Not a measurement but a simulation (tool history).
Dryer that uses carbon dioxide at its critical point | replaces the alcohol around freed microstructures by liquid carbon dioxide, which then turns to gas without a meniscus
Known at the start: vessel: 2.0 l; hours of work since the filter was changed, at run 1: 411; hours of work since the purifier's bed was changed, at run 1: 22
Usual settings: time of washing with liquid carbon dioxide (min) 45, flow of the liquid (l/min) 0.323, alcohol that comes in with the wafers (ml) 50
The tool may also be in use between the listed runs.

| run | hour | time of washing with liquid carbon dioxide (min) | flow of the liquid (l/min) | alcohol that comes in with the wafers (ml) | hours of work since the filter was changed | hours of work since the purifier's bed was changed | alcohol left in the vessel before it's heated (ppm by volume) |
|---|---|---|---|---|---|---|---|
| 1 | 0 | 45 | 0.323 | 50 | 411 | 22 | 38 |
| 2 | 13.3 | 45 | 0.323 | 50 | 419 | 30 | 46 |
| 3 | 23.6 | 45 | 0.357 | 50 | 425 | 36 | 36 |
| 4 | 35.9 | 45 | 0.357 | 50 | 432 | 43 | 32 |
| 5 | 46.1 | 45 | 0.357 | 50 | 438 | 49 | 36 |
| 6 | 57 | 45 | 0.357 | 50 | 445 | 56 | 22 |
| 7 | 64.8 | 42 | 0.323 | 50 | 449 | 61 | 71 |
| 8 | 75.2 | 42 | 0.323 | 50 | 455 | 67 | 71 |
| 9 | 87.2 | 45 | 0.357 | 50 | 463 | 74 | 35 |
| 10 | 100 | 45 | 0.357 | 50 | 470 | 82 | 30 |
| 11 | 109 | 45 | 0.357 | 50 | 476 | 87 | 34 |
| 12 | 115.8 | 45 | 0.357 | 50 | 480 | 91 | 36 |
| 13 | 122.1 | 45 | 0.357 | 28 | 483 | 95 | 30 |
| 14 | 133 | 35 | 0.223 | 73 | 490 | 101 | 984 |
| 15 | 143 | 35 | 0.195 | 73 | 496 | 107 | 1554 |
| 16 | 150.4 | 64 | 0.458 | 46 | 500 | 112 | 18 |
| 17 | 163 | 32 | 0.212 | 43 | 508 | 119 | 990 |
| 18 | 173.1 | 32 | 0.247 | 32 | 514 | 125 | 461 |
|  | 178.9 | inlet filter changed |
| 19 | 185.3 | 45 | 0.356 | 50 | 4 | 132 | 35 |
| 20 | 196.9 | 49 | 0.263 | 47 | 11 | 139 | 77 |
| 21 | 205 | 60 | 0.274 | 104 | 16 | 144 | 54 |
| 22 | 212.9 | 51 | 0.323 | 50 | 20 | 148 | 39 |

Forecast each of these 3 alternatives for the next run:
| A | 225.7 | 33 | 0.541 | 29 | 28 | 156 | ? |
| B | 225.7 | 34 | 0.301 | 66 | 28 | 156 | ? |
| C | 225.7 | 45 | 0.302 | 50 | 28 | 156 | ? |

| run | alcohol left in the vessel before it's heated (ppm by volume) |
|---|---|
| A | 36 |
| B | 282 |
| C | 61 |
Without the tool's hidden state the same runs would have given:
| run | alcohol left in the vessel before it's heated (ppm by volume) |
|---|---|
| A | 13 |
| B | 249 |
| C | 37 |
